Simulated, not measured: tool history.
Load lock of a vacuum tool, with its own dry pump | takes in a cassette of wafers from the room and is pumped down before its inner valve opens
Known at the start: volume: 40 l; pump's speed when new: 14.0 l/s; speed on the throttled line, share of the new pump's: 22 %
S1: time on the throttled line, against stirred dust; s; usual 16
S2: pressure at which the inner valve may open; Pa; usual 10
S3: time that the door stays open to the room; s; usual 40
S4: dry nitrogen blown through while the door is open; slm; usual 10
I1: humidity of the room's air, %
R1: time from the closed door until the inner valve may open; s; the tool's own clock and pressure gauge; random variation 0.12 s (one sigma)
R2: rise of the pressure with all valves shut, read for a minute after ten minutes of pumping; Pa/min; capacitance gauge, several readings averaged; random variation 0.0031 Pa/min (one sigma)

| run | day | S1 | S2 | S3 | S4 | I1 | R1 | R2 |
|---|---|---|---|---|---|---|---|---|
| 1 | 0 | 16 | 10 | 40 | 10 | 47.3 | 39.3 | 0.062 |
| 2 | 2.546 | 16 | 10 | 40 | 10 | 47.6 | 39.3 | 0.066 |
| 3 | 5.121 | 16 | 10 | 40 | 10 | 46.1 | 39.4 | 0.065 |
| 4 | 8.612 | 16 | 10 | 40 | 10 | 46.2 | 39.2 | 0.059 |
| 5 | 11.55 | 16 | 10 | 40 | 10 | 45.4 | 39.1 | 0.064 |
| 6 | 13.562 | 16 | 10 | 143 | 10 | 47.6 | 39.4 | 0.113 |
| 7 | 17.179 | 16 | 10 | 143 | 10 | 42.2 | 39.5 | 0.099 |
| 8 | 19.046 | 16 | 10 | 143 | 10 | 45.7 | 39.3 | 0.103 |
| 9 | 21.825 | 16 | 10 | 143 | 10 | 44.2 | 39.2 | 0.102 |
| 10 | 23.646 | 16 | 12 | 40 | 10 | 46.3 | 38.5 | 0.065 |
| 11 | 27.096 | 16 | 10 | 40 | 10 | 41.6 | 39.3 | 0.054 |
| 12 | 30.092 | 16 | 10 | 40 | 10 | 49.7 | 39.4 | 0.069 |
| 13 | 32.221 | 16 | 10 | 40 | 10 | 40.5 | 39.3 | 0.064 |
| 14 | 35.304 | 16 | 10 | 40 | 10 | 48.4 | 39.3 | 0.069 |
| 15 | 38.071 | 16 | 10 | 40 | 10 | 48.4 | 39.2 | 0.063 |
| 16 | 41.133 | 14 | 10 | 40 | 10 | 47.7 | 37.9 | 0.068 |
| 17 | 43.483 | 14 | 10 | 40 | 10 | 45.5 | 37.9 | 0.063 |
| 18 | 47.383 | 16 | 10 | 40 | 10 | 41.6 | 39.3 | 0.061 |
| 19 | 49.175 | 10 | 10 | 40 | 10 | 45 | 34.7 | 0.066 |
| 20 | 52.721 | 28 | 13 | 37 | 10 | 44.3 | 47.7 | 0.065 |
| 21 | 54.971 | 11 | 10 | 60 | 14 | 45.8 | 35.5 | 0.068 |
| 22 | 57.342 | 16 | 10 | 50 | 30 | 48.5 | 39.5 | 0.053 |
| 23 | 59.375 | 16 | 10 | 72 | 5 | 44.2 | 39.4 | 0.093 |
| 24 | 61.467 | 16 | 10 | 72 | 5 | 44.2 | 39.5 | 0.094 |
| 25 | 63.792 | 16 | 10 | 72 | 5 | 44.1 | 39.2 | 0.095 |
| 26 | 65.862 | 16 | 10 | 72 | 5 | 44.2 | 39.2 | 0.091 |
| 27 | 68.021 | 16 | 10 | 176 | 21 | 45.1 | 39.2 | 0.096 |
| 28 | 71.762 | 16 | 10 | 176 | 21 | 42.2 | 39.4 | 0.092 |
| 29 | 74.708 | 17 | 13 | 119 | 9 | 45.6 | 39.5 | 0.108 |
| 30 | 77.95 | 12 | 15 | 129 | 9 | 48.3 | 35 | 0.11 |
| 31 | 82.067 | 12 | 19 | 129 | 12 | 46.3 | 34.5 | 0.108 |
| 32 | 85.733 | 30 | 19 | 30 | 12 | 44.9 | 48.5 | 0.054 |
| 33 | 89.854 | 26 | 10 | 40 | 10 | 45.8 | 47.3 | 0.068 |
| 34 | 92.054 | 24 | 10 | 44 | 10 | 48.8 | 45.6 | 0.075 |
| 35 | 95.75 | 16 | 19 | 69 | 41 | 43.9 | 37.7 | 0.056 |
| 36 | 98.717 | 17 | 15 | 50 | 41 | 47.2 | 38.8 | 0.045 |
| 37 | 102.562 | 13 | 15 | 50 | 7 | 45.3 | 35.8 | 0.08 |

The same runs without the tool's hidden state, with the same run-to-run variation:
The hidden state here: pump's speed, % of a new pump's; leak at the door's seal, Pa l/s; drift of the gauge itself on ready_s, %; drift of the gauge itself on rise_pa_min, %.
| run | R1 | R2 |
|---|---|---|
| 1 | 39.1 | 0.056 |
| 2 | 39.1 | 0.06 |
| 3 | 39.2 | 0.059 |
| 4 | 39 | 0.052 |
| 5 | 38.9 | 0.057 |
| 6 | 39.1 | 0.106 |
| 7 | 39.2 | 0.092 |
| 8 | 39.1 | 0.096 |
| 9 | 39 | 0.095 |
| 10 | 38.3 | 0.057 |
| 11 | 39 | 0.047 |
| 12 | 39.1 | 0.061 |
| 13 | 39 | 0.055 |
| 14 | 39 | 0.06 |
| 15 | 38.9 | 0.055 |
| 16 | 37.6 | 0.059 |
| 17 | 37.6 | 0.054 |
| 18 | 39 | 0.052 |
| 19 | 34.3 | 0.056 |
| 20 | 47.4 | 0.055 |
| 21 | 35.1 | 0.059 |
| 22 | 39.2 | 0.043 |
| 23 | 39.1 | 0.082 |
| 24 | 39.2 | 0.083 |
| 25 | 38.8 | 0.085 |
| 26 | 38.8 | 0.081 |
| 27 | 38.8 | 0.085 |
| 28 | 39 | 0.081 |
| 29 | 39.1 | 0.097 |
| 30 | 34.6 | 0.098 |
| 31 | 34.1 | 0.096 |
| 32 | 48.2 | 0.041 |
| 33 | 46.8 | 0.056 |
| 34 | 45.2 | 0.062 |
| 35 | 37.2 | 0.043 |
| 36 | 38.3 | 0.031 |
| 37 | 35.3 | 0.067 |
